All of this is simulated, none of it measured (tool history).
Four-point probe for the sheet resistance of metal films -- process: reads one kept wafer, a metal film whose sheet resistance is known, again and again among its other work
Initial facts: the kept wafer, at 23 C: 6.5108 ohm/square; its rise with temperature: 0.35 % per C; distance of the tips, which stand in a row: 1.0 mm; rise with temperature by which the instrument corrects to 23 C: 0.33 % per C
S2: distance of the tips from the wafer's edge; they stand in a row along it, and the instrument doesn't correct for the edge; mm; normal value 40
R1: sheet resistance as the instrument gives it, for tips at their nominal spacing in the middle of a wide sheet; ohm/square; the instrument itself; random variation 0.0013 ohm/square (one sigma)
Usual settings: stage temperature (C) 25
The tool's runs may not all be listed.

{"run": 1, "day": 0.0, "stage temperature (C)": 25, "S2": 40, "R1": 6.510557}
{"run": 2, "day": 2.267, "stage temperature (C)": 25, "S2": 40, "R1": 6.509363}
{"run": 3, "day": 6.667, "stage temperature (C)": 25, "S2": 40, "R1": 6.512369}
{"day": 6.912, "done": "stage's thermometer calibrated"}
{"run": 4, "day": 9.604, "stage temperature (C)": 25, "S2": 40, "R1": 6.513605}
{"run": 5, "day": 13.371, "stage temperature (C)": 25, "S2": 40, "R1": 6.512941}
{"run": 6, "day": 18.658, "stage temperature (C)": 25, "S2": 40, "R1": 6.512962}
{"run": 7, "day": 20.896, "stage temperature (C)": 25, "S2": 28, "R1": 6.517587}
{"run": 8, "day": 24.054, "stage temperature (C)": 25, "S2": 28, "R1": 6.517366}
{"run": 9, "day": 26.862, "stage temperature (C)": 18, "S2": 40, "R1": 6.510258}
{"run": 10, "day": 29.179, "stage temperature (C)": 18, "S2": 40, "R1": 6.51095}
{"day": 30.488, "done": "new probe head fitted"}
{"run": 11, "day": 31.633, "stage temperature (C)": 18, "S2": 40, "R1": 6.492235}
{"day": 35.121, "done": "stage's thermometer calibrated, once more"}
{"run": 12, "day": 36.033, "stage temperature (C)": 18, "S2": 40, "R1": 6.510174}
{"run": 13, "day": 39.662, "stage temperature (C)": 18, "S2": 40, "R1": 6.511471}
{"run": 14, "day": 45.083, "stage temperature (C)": 18, "S2": 40, "R1": 6.512964}
{"run": 15, "day": 48.425, "stage temperature (C)": 18, "S2": 40, "R1": 6.515256}
{"run": 16, "day": 52.538, "stage temperature (C)": 18, "S2": 40, "R1": 6.512741}
{"run": 17, "day": 55.321, "stage temperature (C)": 25, "S2": 40, "R1": 6.525985}
{"run": 18, "day": 60.196, "stage temperature (C)": 25, "S2": 40, "R1": 6.526815}
{"run": 19, "day": 64.8, "stage temperature (C)": 25, "S2": 40, "R1": 6.527204}
{"run": 20, "day": 69.371, "stage temperature (C)": 25, "S2": 40, "R1": 6.529744}
{"run": 21, "day": 71.654, "stage temperature (C)": 33, "S2": 15, "R1": 6.555073}
{"run": 22, "day": 75.55, "stage temperature (C)": 33, "S2": 15, "R1": 6.556834}
{"run": 23, "day": 79.45, "stage temperature (C)": 28, "S2": 30, "R1": 6.538581}
{"run": 24, "day": 84.017, "stage temperature (C)": 28, "S2": 30, "R1": 6.540565}
{"run": 25, "day": 87.921, "stage temperature (C)": 21, "S2": 5, "R1": 6.667926}
{"run": 26, "day": 92.483, "stage temperature (C)": 21, "S2": 5, "R1": 6.667884}
{"run": 27, "day": 95.558, "stage temperature (C)": 21, "S2": 5, "R1": 6.668662}
{"run": 28, "day": 97.958, "stage temperature (C)": 31, "S2": 6, "R1": 6.644474}
{"run": 29, "day": 103.35, "stage temperature (C)": 31, "S2": 3, "R1": 6.917155}
{"day": 107.033, "done": "new probe head fitted"}
{"run": 30, "day": 107.954, "stage temperature (C)": 31, "S2": 3, "R1": 6.858732}
{"run": 31, "day": 111.65, "stage temperature (C)": 31, "S2": 3, "R1": 6.861545}
{"run": 32, "day": 116.371, "stage temperature (C)": 31, "S2": 3, "R1": 6.8654}
{"run": 33, "day": 119.317, "stage temperature (C)": 19, "S2": 6, "R1": 6.582547}
{"run": 34, "day": 124.1, "stage temperature (C)": 32, "S2": 10, "R1": 6.536655}
{"run": 35, "day": 129.258, "stage temperature (C)": 19, "S2": 8, "R1": 6.54241}
{"run": 36, "day": 132.592, "stage temperature (C)": 23, "S2": 6, "R1": 6.591125}
{"run": 37, "day": 135.112, "stage temperature (C)": 23, "S2": 6, "R1": 6.590496}
{"run": 38, "day": 137.896, "stage temperature (C)": 22, "S2": 27, "R1": 6.498335}

Here are 5 independent what-if runs from the current tool condition. What would each one return?
{"day": 139.008, "done": "stage's thermometer calibrated"}
{"run": "A", "day": 143.329, "stage temperature (C)": 30, "S2": 14, "R1": "?"}
{"day": 139.008, "done": "stage's thermometer calibrated"}
{"run": "B", "day": 143.329, "stage temperature (C)": 31, "S2": 40, "R1": "?"}
{"day": 139.008, "done": "stage's thermometer calibrated"}
{"run": "C", "day": 143.329, "stage temperature (C)": 21, "S2": 13, "R1": "?"}
{"day": 139.008, "done": "stage's thermometer calibrated"}
{"run": "D", "day": 143.329, "stage temperature (C)": 24, "S2": 6, "R1": "?"}
{"day": 139.008, "done": "stage's thermometer calibrated"}
{"run": "E", "day": 143.329, "stage temperature (C)": 20, "S2": 20, "R1": "?"}

run=A R1=6.532607
run=B R1=6.517155
run=C R1=6.522270
run=D R1=6.604534
run=E R1=6.509623
With the hidden condition removed and each run's random variation left untouched, the same runs would have given:
run=A R1=6.538013
run=B R1=6.522546
run=C R1=6.527685
run=D R1=6.610007
run=E R1=6.515031

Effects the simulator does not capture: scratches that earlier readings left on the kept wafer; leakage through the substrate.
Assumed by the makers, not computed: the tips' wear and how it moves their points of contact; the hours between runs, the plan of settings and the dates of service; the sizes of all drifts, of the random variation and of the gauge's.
